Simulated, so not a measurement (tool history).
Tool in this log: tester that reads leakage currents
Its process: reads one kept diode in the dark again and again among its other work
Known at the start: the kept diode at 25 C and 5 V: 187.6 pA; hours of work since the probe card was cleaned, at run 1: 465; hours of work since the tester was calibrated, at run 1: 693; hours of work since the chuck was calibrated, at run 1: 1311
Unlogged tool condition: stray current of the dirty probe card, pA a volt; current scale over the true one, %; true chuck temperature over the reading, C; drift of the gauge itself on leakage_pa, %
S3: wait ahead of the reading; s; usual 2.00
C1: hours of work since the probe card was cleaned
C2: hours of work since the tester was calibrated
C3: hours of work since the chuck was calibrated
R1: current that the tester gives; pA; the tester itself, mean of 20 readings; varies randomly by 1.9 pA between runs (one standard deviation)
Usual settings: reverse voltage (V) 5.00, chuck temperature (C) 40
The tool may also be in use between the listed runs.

run 1 hour=0.0 | reverse_voltage_(V)=5.00 chuck_temperature_(C)=40 S3=2.00 | C1=465 C2=693 C3=1311 | R1=633.53
run 2 hour=135.6 | reverse_voltage_(V)=6.57 chuck_temperature_(C)=40 S3=2.00 | C1=539 C2=768 C3=1385 | R1=740.18
run 3 hour=300.3 | reverse_voltage_(V)=5.00 chuck_temperature_(C)=40 S3=2.00 | C1=630 C2=859 C3=1476 | R1=632.43
-- hour=318.6 chuck's temperature calibrated
run 4 hour=456.3 | reverse_voltage_(V)=5.00 chuck_temperature_(C)=40 S3=2.00 | C1=715 C2=944 C3=76 | R1=634.44
run 5 hour=531.3 | reverse_voltage_(V)=5.00 chuck_temperature_(C)=40 S3=2.00 | C1=756 C2=985 C3=117 | R1=628.71
run 6 hour=637.8 | reverse_voltage_(V)=5.00 chuck_temperature_(C)=29 S3=2.00 | C1=815 C2=1044 C3=176 | R1=262.87
run 7 hour=808.4 | reverse_voltage_(V)=1.74 chuck_temperature_(C)=40 S3=2.00 | C1=909 C2=1138 C3=270 | R1=347.59
run 8 hour=901.8 | reverse_voltage_(V)=1.74 chuck_temperature_(C)=40 S3=3.27 | C1=961 C2=1189 C3=322 | R1=346.99
run 9 hour=1059.6 | reverse_voltage_(V)=6.17 chuck_temperature_(C)=40 S3=2.00 | C1=1048 C2=1276 C3=409 | R1=712.58
-- hour=1077.7 probe card cleaned and baked
run 10 hour=1189.7 | reverse_voltage_(V)=6.17 chuck_temperature_(C)=40 S3=2.00 | C1=62 C2=1347 C3=479 | R1=710.08
run 11 hour=1273.3 | reverse_voltage_(V)=6.17 chuck_temperature_(C)=40 S3=2.00 | C1=108 C2=1393 C3=525 | R1=712.48
run 12 hour=1357.6 | reverse_voltage_(V)=6.17 chuck_temperature_(C)=40 S3=2.00 | C1=154 C2=1439 C3=571 | R1=711.57
run 13 hour=1462.7 | reverse_voltage_(V)=6.17 chuck_temperature_(C)=40 S3=2.00 | C1=212 C2=1497 C3=629 | R1=712.52
run 14 hour=1552.1 | reverse_voltage_(V)=1.80 chuck_temperature_(C)=40 S3=2.00 | C1=262 C2=1546 C3=679 | R1=351.33
run 15 hour=1727.8 | reverse_voltage_(V)=11.69 chuck_temperature_(C)=40 S3=9.38 | C1=359 C2=1643 C3=776 | R1=1024.03
run 16 hour=1870.3 | reverse_voltage_(V)=16.38 chuck_temperature_(C)=29 S3=2.00 | C1=437 C2=1722 C3=854 | R1=519.55
run 17 hour=1965.8 | reverse_voltage_(V)=15.40 chuck_temperature_(C)=40 S3=1.66 | C1=490 C2=1775 C3=907 | R1=1196.46
run 18 hour=2052.1 | reverse_voltage_(V)=2.97 chuck_temperature_(C)=31 S3=9.09 | C1=537 C2=1822 C3=954 | R1=231.14
run 19 hour=2202.5 | reverse_voltage_(V)=2.97 chuck_temperature_(C)=31 S3=9.09 | C1=620 C2=1905 C3=1037 | R1=230.64
run 20 hour=2296.7 | reverse_voltage_(V)=3.81 chuck_temperature_(C)=48 S3=0.82 | C1=672 C2=1957 C3=1089 | R1=991.22
run 21 hour=2420.7 | reverse_voltage_(V)=3.81 chuck_temperature_(C)=48 S3=0.82 | C1=741 C2=2025 C3=1158 | R1=986.31

Entry by entry between the runs, the difference in hidden state between the last listed run before and the first listed run after:
Between runs 3 and 4: chuck's temperature calibrated (hour 318.6)
  stray current of the dirty probe card, pA a volt: 0.028 -> 0.03; true chuck temperature over the reading, C: 0.02 -> 0
Between runs 9 and 10: probe card cleaned and baked (hour 1077.7)
  stray current of the dirty probe card, pA a volt: 0.035 -> 0.021

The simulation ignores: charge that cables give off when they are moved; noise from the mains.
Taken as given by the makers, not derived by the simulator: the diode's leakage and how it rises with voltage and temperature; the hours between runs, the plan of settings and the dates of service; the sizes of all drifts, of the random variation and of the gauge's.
